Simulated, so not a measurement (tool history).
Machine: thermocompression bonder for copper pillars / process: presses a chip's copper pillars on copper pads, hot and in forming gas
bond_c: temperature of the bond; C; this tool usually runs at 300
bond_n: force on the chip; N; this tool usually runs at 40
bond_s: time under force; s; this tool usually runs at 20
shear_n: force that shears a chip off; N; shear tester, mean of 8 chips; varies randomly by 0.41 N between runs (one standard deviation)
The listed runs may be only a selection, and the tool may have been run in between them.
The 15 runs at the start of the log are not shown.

run    hour  bond_c  bond_n  bond_s  hours of work since the heater was calibrated  hours of work since the force cell was calibrated  hours of work since the gas filter was changed  shear_n
 16   567.7     284      40      20                                             36                                               1147                                             199     61.6
 17   592.6     284      36      20                                             47                                               1158                                             211     57.3
 18   615.3     300      40      20                                             58                                               1169                                             222     72.6
 19   648.4     308      40      20                                             74                                               1185                                             238     78.3
 20   687.7     300      34      20                                             92                                               1203                                             256     65.4
      708.1  -- heater calibrated with a thermocouple chip, once more
 21   730.7     300      44      42                                             11                                               1223                                             276     88.8
      742.6  -- forming gas filter changed
 22     771     289      35      22                                             29                                               1241                                              13     62.3
 23   795.9     289      35      22                                             41                                               1253                                              25     61.1
 24   818.2     300      35      22                                             52                                               1264                                              36     69.1
 25   845.9     319      40      53                                             65                                               1277                                              49    105.1
 26   896.2     304      37      18                                             89                                               1301                                              73       70
 27   932.9     307      40      21                                            106                                               1318                                              90     78.8
 28   972.9     307      40      21                                            125                                               1337                                             109     77.5
 29  1010.9     286      40      20                                            143                                               1355                                             127     62.2
 30    1056     310      28      58                                            164                                               1376                                             148       85
 31  1096.3     310      56      24                                            183                                               1395                                             167     96.1
 32  1133.1     320      56      48                                            200                                               1412                                             184    108.6
 33  1155.2     318      46      20                                            211                                               1423                                             195     89.8
 34    1176     318      46      20                                            221                                               1433                                             205     88.9
 35  1225.4     318      46      20                                            244                                               1456                                             228     88.7
 36  1271.3     318      46      20                                            266                                               1478                                             250     87.9
 37  1292.6     318      46      20                                            276                                               1488                                             260     87.8
 38  1315.2     318      46      20                                            287                                               1499                                             271     88.2
     1336.8  -- forming gas filter changed
 39  1349.6     311      44      30                                            303                                               1515                                               6     95.3

Forecast each of these 5 alternatives for the next run:
  A  1383.3     311      44      16                                            318                                               1530                                              22        ?
  B  1383.3     300      25      20                                            318                                               1530                                              22        ?
  C  1383.3     273      40      20                                            318                                               1530                                              22        ?
  D  1383.3     314      56      20                                            318                                               1530                                              22        ?
  E  1383.3     286      50      51                                            318                                               1530                                              22        ?

run  shear_n
  A     81.9
  B     52.8
  C     53.7
  D     98.7
  E     93.4
With the hidden condition removed and each run's random variation left untouched, the same runs would have given:
run  shear_n
  A     81.9
  B     52.7
  C     53.4
  D     98.9
  E     93.5
